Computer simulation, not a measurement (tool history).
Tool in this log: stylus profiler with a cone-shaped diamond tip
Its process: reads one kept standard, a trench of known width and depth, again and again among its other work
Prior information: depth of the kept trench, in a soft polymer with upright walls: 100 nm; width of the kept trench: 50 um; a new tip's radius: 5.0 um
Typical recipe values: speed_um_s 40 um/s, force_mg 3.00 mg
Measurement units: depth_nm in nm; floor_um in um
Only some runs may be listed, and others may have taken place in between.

run 1 hour=0.0 | speed_um_s=40 force_mg=3.00 | depth_nm=101.30 floor_um=47.87
run 2 hour=41.6 | speed_um_s=40 force_mg=3.00 | depth_nm=101.29 floor_um=47.86
run 3 hour=94.4 | speed_um_s=40 force_mg=3.00 | depth_nm=101.29 floor_um=47.92
run 4 hour=121.8 | speed_um_s=40 force_mg=3.00 | depth_nm=101.25 floor_um=47.85
run 5 hour=159.2 | speed_um_s=40 force_mg=3.00 | depth_nm=101.32 floor_um=47.87
run 6 hour=187.3 | speed_um_s=40 force_mg=3.00 | depth_nm=101.27 floor_um=47.82
run 7 hour=247.6 | speed_um_s=40 force_mg=3.00 | depth_nm=101.27 floor_um=47.85
run 8 hour=288.9 | speed_um_s=40 force_mg=5.26 | depth_nm=101.84 floor_um=47.85
run 9 hour=346.6 | speed_um_s=40 force_mg=5.26 | depth_nm=101.90 floor_um=47.82
run 10 hour=374.8 | speed_um_s=39 force_mg=5.26 | depth_nm=101.89 floor_um=47.84
run 11 hour=416.1 | speed_um_s=39 force_mg=5.26 | depth_nm=101.87 floor_um=47.78
run 12 hour=471.2 | speed_um_s=19 force_mg=1.59 | depth_nm=100.78 floor_um=47.85
-- hour=474.8 height scale calibrated on a step standard
run 13 hour=530.8 | speed_um_s=16 force_mg=3.01 | depth_nm=101.13 floor_um=47.86
run 14 hour=587.7 | speed_um_s=30 force_mg=3.04 | depth_nm=101.12 floor_um=47.81
run 15 hour=639.1 | speed_um_s=18 force_mg=1.70 | depth_nm=100.67 floor_um=47.79
run 16 hour=683.0 | speed_um_s=15 force_mg=2.67 | depth_nm=101.00 floor_um=47.78
-- hour=723.2 height scale calibrated on a step standard, once more
run 17 hour=744.9 | speed_um_s=45 force_mg=1.13 | depth_nm=100.71 floor_um=47.75
run 18 hour=805.9 | speed_um_s=19 force_mg=5.75 | depth_nm=102.13 floor_um=47.80
run 19 hour=843.3 | speed_um_s=54 force_mg=3.28 | depth_nm=101.44 floor_um=47.73

Alternative continuations, all from the tool just after run 19; predict every row:
run A hour=898.6 | speed_um_s=108 force_mg=1.12 | depth_nm=? floor_um=?
run B hour=898.6 | speed_um_s=35 force_mg=2.68 | depth_nm=? floor_um=?
run C hour=898.6 | speed_um_s=18 force_mg=3.23 | depth_nm=? floor_um=?
run D hour=898.6 | speed_um_s=54 force_mg=1.30 | depth_nm=? floor_um=?
run E hour=898.6 | speed_um_s=21 force_mg=3.00 | depth_nm=? floor_um=?

run=A depth_nm=100.64 floor_um=47.56
run=B depth_nm=101.21 floor_um=47.77
run=C depth_nm=101.42 floor_um=47.80
run=D depth_nm=100.75 floor_um=47.69
run=E depth_nm=101.35 floor_um=47.77
Stripped of hidden state, with their random variation kept, the same runs would have yielded:
run=A depth_nm=100.69 floor_um=47.76
run=B depth_nm=101.26 floor_um=47.96
run=C depth_nm=101.47 floor_um=47.99
run=D depth_nm=100.80 floor_um=47.88
run=E depth_nm=101.40 floor_um=47.97

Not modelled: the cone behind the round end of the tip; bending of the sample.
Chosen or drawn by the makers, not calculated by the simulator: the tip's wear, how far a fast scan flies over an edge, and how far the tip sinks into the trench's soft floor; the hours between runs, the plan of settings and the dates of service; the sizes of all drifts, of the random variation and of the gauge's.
